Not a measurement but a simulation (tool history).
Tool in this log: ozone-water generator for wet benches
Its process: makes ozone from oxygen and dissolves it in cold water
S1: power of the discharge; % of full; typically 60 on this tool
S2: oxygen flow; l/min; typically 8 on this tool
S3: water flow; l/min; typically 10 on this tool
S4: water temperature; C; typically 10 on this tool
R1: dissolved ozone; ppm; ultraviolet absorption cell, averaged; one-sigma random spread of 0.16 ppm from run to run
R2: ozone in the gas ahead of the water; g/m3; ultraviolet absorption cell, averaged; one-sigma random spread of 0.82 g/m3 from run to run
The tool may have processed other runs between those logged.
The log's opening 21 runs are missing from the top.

run   hour  S1     S2  S3  S4    R1     R2
 22  619.5  60  13.96  10  12  15.3   85.8
 23  648.4  60  13.96  10  12  15.3   85.7
 24  687.2  60  13.96  10  12  15.4   84.6
 25  709.7  60   8.03  10  12  19.3  123.8
 26  745.6  53   6.13   8  17  20.7  138.7
 27  780.7  41   6.13  10  17  15.3  121.8
 28  807.1  43      8  10  10  16.8  102.4
 29  824.8  75   5.55  10  17  21.7  174.1
 30    861  60   9.88  10  10  18.6  105.6
 31  896.1  60   9.88  10  10  18.6  105.1
 32  927.8  60   9.88  10  10  18.3    105

Predict each of these 5 candidate next runs independently; none follows another, all start after run 32:
  A  964.6  60   8.13  10  10   ?   ?
  B  964.6  60   9.88  10   8   ?   ?
  C  964.6  60   4.75  11  10   ?   ?
  D  964.6  54      8  10  10   ?   ?
  E  964.6  60  10.62  10  10   ?   ?

run    R1     R2
  A  19.6  119.1
  B  19.1  105.8
  C  20.8  172.8
  D  18.4  115.1
  E  17.6  100.6
Had the tool no hidden state, the same runs would have come out as:
run    R1     R2
  A  21.7  127.5
  B  21.2  113.3
  C  23.1  184.9
  D  20.4  122.7
  E  19.6  107.7

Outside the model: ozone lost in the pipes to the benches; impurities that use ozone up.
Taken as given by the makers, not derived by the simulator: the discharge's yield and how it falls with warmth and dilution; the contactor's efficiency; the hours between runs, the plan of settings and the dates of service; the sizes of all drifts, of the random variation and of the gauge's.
